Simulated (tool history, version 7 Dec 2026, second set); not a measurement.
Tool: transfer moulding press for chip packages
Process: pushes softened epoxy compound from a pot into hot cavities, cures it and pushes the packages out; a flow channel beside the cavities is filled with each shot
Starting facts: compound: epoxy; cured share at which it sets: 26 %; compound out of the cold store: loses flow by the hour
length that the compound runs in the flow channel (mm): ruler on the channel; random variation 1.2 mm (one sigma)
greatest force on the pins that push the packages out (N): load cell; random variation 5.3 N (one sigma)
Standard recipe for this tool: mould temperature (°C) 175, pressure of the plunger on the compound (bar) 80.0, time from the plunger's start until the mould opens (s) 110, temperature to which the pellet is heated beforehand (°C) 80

run   hour  mould temperature (°C)  pressure of the plunger on the compound (bar)  time from the plunger's start until the mould opens (s)  temperature to which the pellet is heated beforehand (°C)  incoming compound's hours out of the cold store  length that the compound runs in the flow channel (mm)  greatest force on the pins that push the packages out (N)
  1    0.0                     175                                           80.0                                                      110                                                         80                                             34.7                                                     891                                                        313
      10.7  -- cavities cleaned with cleaning compound and waxed
  2   29.4                     175                                           80.0                                                      110                                                         80                                             32.1                                                     911                                                        222
  3   46.7                     175                                           80.0                                                      110                                                         80                                             26.2                                                     949                                                        267
  4   67.6                     175                                           80.0                                                      110                                                         80                                             41.5                                                     842                                                        272
      84.9  -- cavities cleaned with cleaning compound and waxed
  5   90.0                     175                                           80.0                                                      110                                                         80                                             43.7                                                     828                                                        194
     103.3  -- plunger's sealing rings changed
  6  119.2                     175                                           80.0                                                       98                                                         80                                             36.2                                                     895                                                        278
  7  141.2                     175                                           80.0                                                      145                                                         80                                             36.2                                                     892                                                        254
     161.3  -- cavities cleaned with cleaning compound and waxed
  8  163.2                     175                                           80.0                                                      145                                                         80                                             19.7                                                    1013                                                        151
  9  177.3                     175                                           86.6                                                      145                                                         80                                             41.7                                                     886                                                        195
 10  197.1                     172                                           80.0                                                      110                                                         80                                             17.7                                                    1041                                                        301
 11  218.5                     175                                           80.0                                                      110                                                         80                                             38.9                                                     871                                                        292
     235.5  -- cavities cleaned with cleaning compound and waxed
 12  242.8                     175                                           80.0                                                      110                                                         80                                             47.0                                                     817                                                        198
 13  268.8                     175                                           80.0                                                      110                                                         80                                             46.2                                                     822                                                        249
 14  281.0                     175                                           80.0                                                      110                                                         80                                             12.2                                                    1069                                                        288
 15  297.4                     175                                           80.0                                                      110                                                         80                                             29.4                                                     936                                                        279
     310.4  -- cavities cleaned with cleaning compound and waxed
 16  311.1                     175                                           78.9                                                      110                                                         80                                             28.1                                                     938                                                        185
 17  333.5                     175                                           78.9                                                       97                                                         80                                             18.5                                                    1009                                                        286
 18  359.3                     175                                           91.7                                                      112                                                         80                                             18.8                                                    1085                                                        281
     385.2  -- cavities cleaned with cleaning compound and waxed
 19  388.3                     175                                           91.7                                                      112                                                         80                                             31.7                                                     979                                                        178
 20  412.4                     175                                           68.0                                                      142                                                         80                                             43.5                                                     771                                                        216
 21  433.6                     175                                           68.0                                                      141                                                         84                                             22.9                                                     904                                                        254
 22  450.2                     181                                           79.3                                                      136                                                         75                                             30.3                                                     900                                                        256
     459.4  -- cavities cleaned with cleaning compound and waxed
 23  467.4                     175                                           89.8                                                      110                                                         87                                             27.4                                                    1000                                                        207
 24  489.1                     175                                           89.8                                                      106                                                         87                                             24.6                                                    1020                                                        271
 25  508.6                     175                                           89.8                                                      106                                                         87                                             28.3                                                     993                                                        307
     527.8  -- plunger's sealing rings changed
     535.7  -- cavities cleaned with cleaning compound and waxed
 26  537.6                     175                                           89.8                                                      106                                                         87                                             35.5                                                     954                                                        190
 27  557.4                     173                                           89.8                                                      106                                                         87                                             15.9                                                    1123                                                        280

Here are 3 independent what-if runs from the current tool condition. What would each one return?
  A  570.1                     169                                           89.8                                                      132                                                         82                                             41.4                                                       ?                                                          ?
  B  570.1                     173                                           89.8                                                      106                                                         87                                             17.3                                                       ?                                                          ?
  C  570.1                     172                                           80.0                                                      110                                                         82                                             34.5                                                       ?                                                          ?

run  length that the compound runs in the flow channel (mm)  greatest force on the pins that push the packages out (N)
  A                                                     932                                                        261
  B                                                    1107                                                        312
  C                                                     916                                                        290
Without the tool's unlogged condition, the same runs would have read:
run  length that the compound runs in the flow channel (mm)  greatest force on the pins that push the packages out (N)
  A                                                     931                                                        175
  B                                                    1107                                                        206
  C                                                     915                                                        192
